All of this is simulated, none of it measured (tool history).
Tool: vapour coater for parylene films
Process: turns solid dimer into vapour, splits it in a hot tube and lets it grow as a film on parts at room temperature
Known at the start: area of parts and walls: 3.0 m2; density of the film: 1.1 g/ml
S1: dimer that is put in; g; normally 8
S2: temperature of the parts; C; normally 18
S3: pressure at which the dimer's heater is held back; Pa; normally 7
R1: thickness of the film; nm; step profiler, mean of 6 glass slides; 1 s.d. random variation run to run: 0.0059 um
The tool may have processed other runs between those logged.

Run 1, hour 0: usual settings. Result: R1 1475 nm.
Run 2, hour 21.6: usual settings but S1 7 g. Result: R1 1276 nm.
Run 3, hour 48.3: usual settings but S1 7 g. Result: R1 1289 nm.
Run 4, hour 73.1: usual settings but S1 7 g. Result: R1 1269 nm.
Run 5, hour 97.4: usual settings but S1 7 g. Result: R1 1263 nm.
Run 6, hour 113.6: usual settings but S1 4 g. Result: R1 724 nm.
Run 7, hour 138.9: usual settings. Result: R1 1431 nm.
Run 8, hour 159.2: usual settings. Result: R1 1439 nm.
Run 9, hour 184.9: usual settings but S2 27 C. Result: R1 1087 nm.
Run 10, hour 199.7: usual settings but S2 27 C. Result: R1 1099 nm.
Run 11, hour 222.5: usual settings but S3 10.46 Pa. Result: R1 1328 nm.
Run 12, hour 240.8: usual settings but S3 10.46 Pa. Result: R1 1331 nm.
Run 13, hour 264.7: usual settings but S3 10.46 Pa. Result: R1 1314 nm.

Estimate the outcome of run 14 from the log above:
Run 14, hour 290.6: usual settings. Result: R1 ?.

R1: 1415 nm
On a tool with no hidden condition, and with the same random variation, this run would have come out at R1 1521 nm.

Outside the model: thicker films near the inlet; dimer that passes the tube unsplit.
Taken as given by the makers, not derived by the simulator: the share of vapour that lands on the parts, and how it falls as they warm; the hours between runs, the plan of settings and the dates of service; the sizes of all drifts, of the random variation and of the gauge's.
